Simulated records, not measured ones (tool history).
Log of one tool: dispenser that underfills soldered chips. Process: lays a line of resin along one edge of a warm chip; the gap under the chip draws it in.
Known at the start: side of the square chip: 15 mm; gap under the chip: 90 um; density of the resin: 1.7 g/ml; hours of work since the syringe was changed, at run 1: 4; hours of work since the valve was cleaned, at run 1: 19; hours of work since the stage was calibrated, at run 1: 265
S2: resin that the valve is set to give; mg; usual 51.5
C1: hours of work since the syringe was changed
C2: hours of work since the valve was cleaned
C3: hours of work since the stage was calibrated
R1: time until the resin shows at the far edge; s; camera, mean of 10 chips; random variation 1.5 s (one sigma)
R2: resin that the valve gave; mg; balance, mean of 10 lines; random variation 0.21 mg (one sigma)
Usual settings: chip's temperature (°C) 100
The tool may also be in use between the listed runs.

run 1 hour=0.0 | chip's_temperature_(°C)=100 S2=51.5 | C1=4 C2=19 C3=265 | R1=165.7 R2=50.91
-- hour=7.3 new syringe of resin
run 2 hour=12.3 | chip's_temperature_(°C)=100 S2=51.5 | C1=4 C2=28 C3=274 | R1=160.3 R2=50.35
-- hour=20.0 new syringe of resin
run 3 hour=23.3 | chip's_temperature_(°C)=100 S2=51.5 | C1=2 C2=36 C3=282 | R1=153.9 R2=50.80
run 4 hour=30.1 | chip's_temperature_(°C)=100 S2=51.5 | C1=7 C2=41 C3=287 | R1=180.5 R2=49.99
-- hour=32.8 new syringe of resin
run 5 hour=37.4 | chip's_temperature_(°C)=100 S2=51.5 | C1=3 C2=46 C3=292 | R1=157.6 R2=50.13
-- hour=45.1 new syringe of resin
run 6 hour=49.1 | chip's_temperature_(°C)=88 S2=51.5 | C1=3 C2=55 C3=300 | R1=228.1 R2=49.98
-- hour=57.8 new syringe of resin
run 7 hour=61.7 | chip's_temperature_(°C)=100 S2=51.5 | C1=3 C2=64 C3=309 | R1=158.6 R2=49.22
run 8 hour=69.5 | chip's_temperature_(°C)=100 S2=51.5 | C1=9 C2=70 C3=315 | R1=189.9 R2=49.40
-- hour=70.5 new syringe of resin
run 9 hour=77.9 | chip's_temperature_(°C)=100 S2=51.5 | C1=5 C2=76 C3=321 | R1=168.7 R2=48.90
-- hour=83.0 new syringe of resin
run 10 hour=86.8 | chip's_temperature_(°C)=95 S2=51.5 | C1=3 C2=82 C3=328 | R1=179.1 R2=49.01
-- hour=94.4 dispensing valve cleaned and set on the balance
run 11 hour=95.0 | chip's_temperature_(°C)=95 S2=51.5 | C1=8 C2=0 C3=333 | R1=210.3 R2=51.77
-- hour=96.3 new syringe of resin
run 12 hour=101.6 | chip's_temperature_(°C)=95 S2=51.5 | C1=4 C2=5 C3=338 | R1=185.1 R2=51.19

Run 13 comes next. What will it give?
-- hour=108.8 new syringe of resin
run 13 hour=112.2 | chip's_temperature_(°C)=114 S2=46.7 | C1=3 C2=13 C3=345 | R1=? R2=?

R1: 106.5 s
R2: 46.46 mg
Without the tool's hidden state the same run would have given R1 101.0 s, R2 46.85 mg.
